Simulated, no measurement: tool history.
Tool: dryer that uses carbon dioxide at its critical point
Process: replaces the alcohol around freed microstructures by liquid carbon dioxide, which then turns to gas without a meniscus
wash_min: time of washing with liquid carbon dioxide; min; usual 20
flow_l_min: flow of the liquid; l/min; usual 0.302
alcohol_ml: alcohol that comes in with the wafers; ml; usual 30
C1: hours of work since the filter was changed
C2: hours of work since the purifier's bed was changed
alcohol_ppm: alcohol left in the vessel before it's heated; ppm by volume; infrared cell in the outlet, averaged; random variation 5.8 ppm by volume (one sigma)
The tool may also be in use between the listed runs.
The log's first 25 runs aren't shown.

run 26 hour=866.6 | wash_min=19 flow_l_min=0.359 alcohol_ml=30 | C1=405 C2=79 | alcohol_ppm=187
run 27 hour=904.9 | wash_min=19 flow_l_min=0.359 alcohol_ml=30 | C1=422 C2=95 | alcohol_ppm=190
-- hour=940.1 inlet filter changed
run 28 hour=940.5 | wash_min=19 flow_l_min=0.359 alcohol_ml=30 | C1=0 C2=110 | alcohol_ppm=138
run 29 hour=970.2 | wash_min=21 flow_l_min=0.258 alcohol_ml=30 | C1=13 C2=123 | alcohol_ppm=405
run 30 hour=990.7 | wash_min=29 flow_l_min=0.284 alcohol_ml=24 | C1=22 C2=132 | alcohol_ppm=80
run 31 hour=1036 | wash_min=29 flow_l_min=0.284 alcohol_ml=24 | C1=41 C2=151 | alcohol_ppm=81
run 32 hour=1083.8 | wash_min=29 flow_l_min=0.284 alcohol_ml=24 | C1=62 C2=172 | alcohol_ppm=99
run 33 hour=1131.1 | wash_min=20 flow_l_min=0.302 alcohol_ml=47 | C1=82 C2=192 | alcohol_ppm=424
run 34 hour=1167.6 | wash_min=29 flow_l_min=0.4 alcohol_ml=87 | C1=98 C2=208 | alcohol_ppm=74
run 35 hour=1201.5 | wash_min=19 flow_l_min=0.298 alcohol_ml=40 | C1=112 C2=222 | alcohol_ppm=478
run 36 hour=1244.5 | wash_min=16 flow_l_min=0.418 alcohol_ml=78 | C1=131 C2=241 | alcohol_ppm=400
run 37 hour=1276.8 | wash_min=16 flow_l_min=0.418 alcohol_ml=78 | C1=145 C2=254 | alcohol_ppm=415
run 38 hour=1324.3 | wash_min=16 flow_l_min=0.349 alcohol_ml=95 | C1=165 C2=275 | alcohol_ppm=1136
run 39 hour=1361.3 | wash_min=22 flow_l_min=0.222 alcohol_ml=24 | C1=181 C2=291 | alcohol_ppm=620
run 40 hour=1383 | wash_min=19 flow_l_min=0.5 alcohol_ml=83 | C1=190 C2=300 | alcohol_ppm=138
run 41 hour=1416.1 | wash_min=21 flow_l_min=0.192 alcohol_ml=30 | C1=204 C2=314 | alcohol_ppm=1400
run 42 hour=1455.2 | wash_min=14 flow_l_min=0.2 alcohol_ml=27 | C1=221 C2=331 | alcohol_ppm=3233
run 43 hour=1486.3 | wash_min=14 flow_l_min=0.47 alcohol_ml=94 | C1=235 C2=344 | alcohol_ppm=569

Forecast each of these 5 alternatives for the next run:
run A hour=1521.3 | wash_min=13 flow_l_min=0.478 alcohol_ml=73 | C1=250 C2=359 | alcohol_ppm=?
run B hour=1521.3 | wash_min=30 flow_l_min=0.443 alcohol_ml=23 | C1=250 C2=359 | alcohol_ppm=?
run C hour=1521.3 | wash_min=12 flow_l_min=0.302 alcohol_ml=30 | C1=250 C2=359 | alcohol_ppm=?
run D hour=1521.3 | wash_min=14 flow_l_min=0.319 alcohol_ml=80 | C1=250 C2=359 | alcohol_ppm=?
run E hour=1521.3 | wash_min=21 flow_l_min=0.447 alcohol_ml=115 | C1=250 C2=359 | alcohol_ppm=?

run=A alcohol_ppm=590
run=B alcohol_ppm=124
run=C alcohol_ppm=1785
run=D alcohol_ppm=2442
run=E alcohol_ppm=179
Without the tool's hidden state the same runs would have given:
run=A alcohol_ppm=365
run=B alcohol_ppm=8
run=C alcohol_ppm=1442
run=D alcohol_ppm=1935
run=E alcohol_ppm=46
